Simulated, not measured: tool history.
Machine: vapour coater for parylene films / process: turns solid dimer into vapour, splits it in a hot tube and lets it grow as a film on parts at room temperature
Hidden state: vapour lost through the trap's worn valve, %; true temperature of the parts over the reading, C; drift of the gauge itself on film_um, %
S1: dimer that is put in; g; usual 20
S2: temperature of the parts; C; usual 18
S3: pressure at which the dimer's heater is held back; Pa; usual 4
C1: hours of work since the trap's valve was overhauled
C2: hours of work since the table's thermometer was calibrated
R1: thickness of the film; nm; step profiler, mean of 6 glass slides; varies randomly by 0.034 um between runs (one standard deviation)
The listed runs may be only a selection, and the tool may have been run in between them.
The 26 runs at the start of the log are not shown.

run 27 hour=309.1 | S1=20 S2=21 S3=4 | C1=325 C2=574 | R1=3070
run 28 hour=316.2 | S1=20 S2=14 S3=5.92 | C1=331 C2=580 | R1=3450
run 29 hour=329 | S1=33 S2=18 S3=2.06 | C1=343 C2=591 | R1=6480
run 30 hour=336.8 | S1=33 S2=11 S3=5 | C1=350 C2=598 | R1=6430
run 31 hour=349.7 | S1=18 S2=11 S3=5 | C1=361 C2=610 | R1=3460
run 32 hour=364 | S1=20 S2=13 S3=4 | C1=374 C2=623 | R1=3950
-- hour=374.2 trap's valve overhauled
run 33 hour=382.3 | S1=31 S2=18 S3=4 | C1=7 C2=636 | R1=5210
run 34 hour=394.2 | S1=19 S2=17 S3=2.84 | C1=18 C2=647 | R1=3540
run 35 hour=410.8 | S1=31 S2=27 S3=6.65 | C1=33 C2=661 | R1=3610
run 36 hour=427.3 | S1=25 S2=15 S3=6.22 | C1=48 C2=676 | R1=4060
run 37 hour=439.7 | S1=13 S2=15 S3=6.22 | C1=59 C2=687 | R1=2170
run 38 hour=446.6 | S1=20 S2=18 S3=2.64 | C1=65 C2=694 | R1=3760
run 39 hour=456.7 | S1=20 S2=18 S3=2.64 | C1=74 C2=703 | R1=3710
run 40 hour=464.1 | S1=36 S2=26 S3=4 | C1=81 C2=709 | R1=4850
run 41 hour=475.5 | S1=36 S2=26 S3=4 | C1=91 C2=720 | R1=4750
run 42 hour=487.1 | S1=10 S2=22 S3=4.93 | C1=102 C2=730 | R1=1440
run 43 hour=500.9 | S1=14 S2=19 S3=4.77 | C1=114 C2=743 | R1=2200
run 44 hour=514.7 | S1=17 S2=12 S3=4.18 | C1=126 C2=755 | R1=3320
run 45 hour=524.6 | S1=10 S2=17 S3=4.31 | C1=135 C2=764 | R1=1650
run 46 hour=536.1 | S1=10 S2=17 S3=4.31 | C1=146 C2=774 | R1=1650

For run 47, what comes out?
run 47 hour=551.3 | S1=14 S2=23 S3=4 | C1=159 C2=788 | R1=?

R1: 2060 nm
With no hidden state in the tool, this same run would have given R1 2060 nm.

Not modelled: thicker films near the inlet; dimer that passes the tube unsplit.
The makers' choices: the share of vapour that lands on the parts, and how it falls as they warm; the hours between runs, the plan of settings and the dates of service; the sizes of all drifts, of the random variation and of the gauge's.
